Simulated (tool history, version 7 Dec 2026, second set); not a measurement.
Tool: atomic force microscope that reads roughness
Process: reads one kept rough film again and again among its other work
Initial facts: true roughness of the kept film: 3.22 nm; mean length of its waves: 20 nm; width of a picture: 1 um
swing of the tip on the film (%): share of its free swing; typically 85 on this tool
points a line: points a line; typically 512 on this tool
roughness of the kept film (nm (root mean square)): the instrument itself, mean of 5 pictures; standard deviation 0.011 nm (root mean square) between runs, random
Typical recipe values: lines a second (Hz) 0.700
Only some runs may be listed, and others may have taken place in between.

run    hour  lines a second (Hz)  swing of the tip on the film (%)  points a line  roughness of the kept film (nm (root mean square))
  1     0.0                0.700                                85            512                                               2.348
  2    23.1                0.700                                85            512                                               2.155
  3    63.9                0.700                                85            512                                               1.859
  4   115.6                0.700                                85            512                                               1.611
  5   153.6                0.832                                85            512                                               1.429
      157.2  -- new tip fitted
  6   192.0                0.832                                85            512                                               2.109
  7   243.2                0.700                                85            430                                               1.796
  8   271.0                0.700                                85            430                                               1.661
  9   308.2                0.700                                85            298                                               1.482
      325.3  -- new tip fitted
 10   361.7                0.700                                85            298                                               2.082
 11   386.9                0.726                                85            512                                               1.973
 12   425.6                0.726                                85            512                                               1.735
 13   453.5                0.726                                85            512                                               1.600
      458.6  -- height scale calibrated on a step standard
      492.6  -- new tip fitted
 14   500.3                0.700                                85            512                                               2.319
 15   547.2                0.700                                85            512                                               1.964
 16   596.8                0.700                                85            512                                               1.674
      642.5  -- height scale calibrated on a step standard, once more
 17   642.5                1.936                                85            512                                               1.346
      660.3  -- new tip fitted
 18   681.3                1.936                                85            512                                               2.018
 19   718.1                1.936                                85            512                                               1.763
 20   760.7                1.936                                85            512                                               1.518
 21   796.7                1.936                                85            318                                               1.381
      827.7  -- new tip fitted
 22   835.1                2.865                                85            664                                               2.039
 23   886.4                2.865                                85            664                                               1.680
 24   938.4                2.865                                85            674                                               1.425
 25   979.9                2.865                                58            674                                               1.518
      992.7  -- new tip fitted
 26  1029.8                1.309                                71            622                                               2.118
 27  1054.9                1.307                                59            622                                               2.042
 28  1091.2                1.307                                59            622                                               1.814
 29  1130.8                0.543                                88            361                                               1.557

4 ways to go on from here, each from the tool as it stands after run 29. What would each give?
     1160.7  -- new tip fitted
  A  1171.2                1.036                                88            361                                                   ?
     1160.7  -- new tip fitted
  B  1171.2                1.091                                63            476                                                   ?
     1160.7  -- new tip fitted
  C  1171.2                0.543                                80            529                                                   ?
     1160.7  -- new tip fitted
  D  1171.2                3.870                                55            334                                                   ?

run  roughness of the kept film (nm (root mean square))
  A                                               2.215
  B                                               2.420
  C                                               2.396
  D                                               2.318
Without the tool's hidden state the same runs would have given:
run  roughness of the kept film (nm (root mean square))
  A                                               2.329
  B                                               2.544
  C                                               2.519
  D                                               2.437
